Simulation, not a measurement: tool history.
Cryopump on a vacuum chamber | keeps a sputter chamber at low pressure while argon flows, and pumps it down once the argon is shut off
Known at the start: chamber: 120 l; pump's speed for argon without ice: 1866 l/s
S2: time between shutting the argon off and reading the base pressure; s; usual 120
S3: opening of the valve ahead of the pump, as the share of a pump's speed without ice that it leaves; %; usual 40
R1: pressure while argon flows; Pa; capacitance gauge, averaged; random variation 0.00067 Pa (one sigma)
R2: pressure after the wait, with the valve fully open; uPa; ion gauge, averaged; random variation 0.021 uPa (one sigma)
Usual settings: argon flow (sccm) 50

Run 1, hour 0: usual settings. Result: R1 0.1232 Pa, R2 1.17 uPa.
Run 2, hour 31.4: usual settings. Result: R1 0.1245 Pa, R2 1.23 uPa.
Run 3, hour 57.1: usual settings but S3 26 %. Result: R1 0.1854 Pa, R2 1.21 uPa.
Run 4, hour 97.3: usual settings but S3 26 %. Result: R1 0.1854 Pa, R2 1.23 uPa.
Run 5, hour 145.1: usual settings but S3 26 %. Result: R1 0.1856 Pa, R2 1.27 uPa.
Run 6, hour 178.1: usual settings but S3 26 %. Result: R1 0.1875 Pa, R2 1.32 uPa.
Run 7, hour 229.9: usual settings but S3 26 %. Result: R1 0.1879 Pa, R2 1.34 uPa.
Run 8, hour 256.8: usual settings but S3 26 %. Result: R1 0.1889 Pa, R2 1.38 uPa.
Run 9, hour 298.3: usual settings but S3 26 %. Result: R1 0.1907 Pa, R2 1.42 uPa.
At hour 332: pump warmed up, emptied and cooled again.
Run 10, hour 340.7: usual settings but S3 26 %. Result: R1 0.174 Pa, R2 1.14 uPa.
Run 11, hour 390.1: usual settings but S3 26 %. Result: R1 0.1749 Pa, R2 1.26 uPa.
Run 12, hour 418.7: usual settings but S2 26 s. Result: R1 0.1146 Pa, R2 2.21 uPa.
Run 13, hour 461.1: usual settings but argon flow (sccm) 40, S2 95 s, S3 51 %. Result: R1 0.0731 Pa, R2 1.32 uPa.
Run 14, hour 500: usual settings but argon flow (sccm) 43, S2 157 s, S3 18 %. Result: R1 0.2199 Pa, R2 1.22 uPa.
Run 15, hour 550.8: usual settings but argon flow (sccm) 43, S2 157 s, S3 18 %. Result: R1 0.2194 Pa, R2 1.3 uPa.
Run 16, hour 600: usual settings but argon flow (sccm) 43, S2 157 s, S3 18 %. Result: R1 0.22 Pa, R2 1.3 uPa.
Run 17, hour 646.7: usual settings but argon flow (sccm) 43, S2 54 s, S3 18 %. Result: R1 0.2211 Pa, R2 1.76 uPa.
Run 18, hour 683.4: usual settings but argon flow (sccm) 21, S2 174 s, S3 33 %. Result: R1 0.0601 Pa, R2 1.36 uPa.
Run 19, hour 722.3: usual settings but argon flow (sccm) 47, S2 220 s, S3 37 %. Result: R1 0.121 Pa, R2 1.41 uPa.
Run 20, hour 756.4: usual settings but argon flow (sccm) 73, S2 220 s, S3 37 %. Result: R1 0.1895 Pa, R2 1.43 uPa.
Run 21, hour 788.8: usual settings but argon flow (sccm) 82, S2 87 s, S3 27 %. Result: R1 0.2907 Pa, R2 1.69 uPa.
Run 22, hour 811: usual settings but argon flow (sccm) 26, S2 43 s, S3 54 %. Result: R1 0.0486 Pa, R2 2.15 uPa.

Forecast each of these 3 alternatives for the next run:
Run A, hour 850.1: usual settings but argon flow (sccm) 46, S2 43 s, S3 54 %. Result: R1 ?, R2 ?.
Run B, hour 850.1: usual settings but argon flow (sccm) 61, S2 32 s, S3 18 %. Result: R1 ?, R2 ?.
Run C, hour 850.1: usual settings but argon flow (sccm) 21, S3 34 %. Result: R1 ?, R2 ?.

run      R1    R2
  A  0.0848  2.12
  B  0.3167  2.42
  C    0.06  1.58
Without the tool's hidden state the same runs would have given:
run      R1    R2
  A  0.0759  0.94
  B  0.3048  1.26
  C  0.0559   0.4

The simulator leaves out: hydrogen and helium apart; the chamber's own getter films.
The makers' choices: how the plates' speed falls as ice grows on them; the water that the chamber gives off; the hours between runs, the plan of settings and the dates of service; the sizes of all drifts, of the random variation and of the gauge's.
